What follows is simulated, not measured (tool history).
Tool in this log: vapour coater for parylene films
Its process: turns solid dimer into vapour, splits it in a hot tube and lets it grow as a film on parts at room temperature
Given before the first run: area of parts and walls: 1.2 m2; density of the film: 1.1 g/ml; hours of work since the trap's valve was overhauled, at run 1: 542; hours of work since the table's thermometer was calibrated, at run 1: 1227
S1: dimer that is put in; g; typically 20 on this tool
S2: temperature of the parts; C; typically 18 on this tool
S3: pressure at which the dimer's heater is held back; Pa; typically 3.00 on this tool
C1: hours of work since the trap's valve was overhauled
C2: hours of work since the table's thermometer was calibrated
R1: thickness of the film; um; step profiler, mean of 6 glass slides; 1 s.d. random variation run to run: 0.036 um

Run 1, hour 0.0: usual settings; C1 542; C2 1227. Result: R1 10.51 um.
Run 2, hour 69.2: usual settings; C1 586; C2 1271. Result: R1 10.59 um.
At hour 112.7: trap's valve overhauled.
Run 3, hour 144.8: usual settings; C1 20; C2 1317. Result: R1 11.17 um.
Run 4, hour 215.2: usual settings; C1 65; C2 1362. Result: R1 11.14 um.
Run 5, hour 280.2: usual settings but S2 21 C; C1 107; C2 1403. Result: R1 9.61 um.
Run 6, hour 327.3: usual settings but S2 21 C; C1 137; C2 1433. Result: R1 9.56 um.
Run 7, hour 360.9: usual settings but S2 21 C; C1 158; C2 1455. Result: R1 9.56 um.
Run 8, hour 409.3: usual settings but S2 21 C; C1 189; C2 1486. Result: R1 9.54 um.
Run 9, hour 450.5: usual settings; C1 216; C2 1512. Result: R1 11.01 um.
Run 10, hour 490.5: usual settings; C1 241; C2 1538. Result: R1 10.91 um.
Run 11, hour 564.5: usual settings; C1 288; C2 1585. Result: R1 10.90 um.
Run 12, hour 596.3: usual settings but S1 9 g, S2 28 C, S3 8.81 Pa; C1 309; C2 1605. Result: R1 2.82 um.
Run 13, hour 641.0: usual settings but S1 10 g, S2 26 C, S3 5.48 Pa; C1 337; C2 1634. Result: R1 3.56 um.
At hour 648.6: table's thermometer calibrated.
Run 14, hour 681.7: usual settings but S1 25 g, S3 9.23 Pa; C1 362; C2 21. Result: R1 12.63 um.
Run 15, hour 751.2: usual settings but S1 23 g; C1 407; C2 65. Result: R1 12.43 um.
Run 16, hour 796.8: usual settings but S1 33 g, S2 20 C, S3 3.65 Pa; C1 436; C2 95. Result: R1 15.90 um.
Run 17, hour 855.3: usual settings but S1 33 g, S2 20 C, S3 3.65 Pa; C1 473; C2 132. Result: R1 15.94 um.
Run 18, hour 908.5: usual settings but S1 32 g, S3 8.03 Pa; C1 507; C2 166. Result: R1 16.17 um.
Run 19, hour 975.4: usual settings but S1 32 g, S2 19 C, S3 7.71 Pa; C1 550; C2 208. Result: R1 15.38 um.

Forecast each of these 3 alternatives for the next run:
At hour 992.8: table's thermometer calibrated, once more.
Run A, hour 1025.6: usual settings but S1 32 g, S2 27 C, S3 8.25 Pa; C1 581; C2 21. Result: R1 ?.
At hour 992.8: table's thermometer calibrated, once more.
Run B, hour 1025.6: usual settings but S1 9 g, S2 14 C, S3 11.15 Pa; C1 581; C2 21. Result: R1 ?.
At hour 992.8: table's thermometer calibrated, once more.
Run C, hour 1025.6: usual settings but S1 14 g, S2 20 C, S3 10.68 Pa; C1 581; C2 21. Result: R1 ?.

run     R1
  A  10.12
  B   5.25
  C   6.14
Take away the tool's hidden state, keep each run's random variation, and the runs would have read:
run     R1
  A  10.84
  B   5.62
  C   6.57

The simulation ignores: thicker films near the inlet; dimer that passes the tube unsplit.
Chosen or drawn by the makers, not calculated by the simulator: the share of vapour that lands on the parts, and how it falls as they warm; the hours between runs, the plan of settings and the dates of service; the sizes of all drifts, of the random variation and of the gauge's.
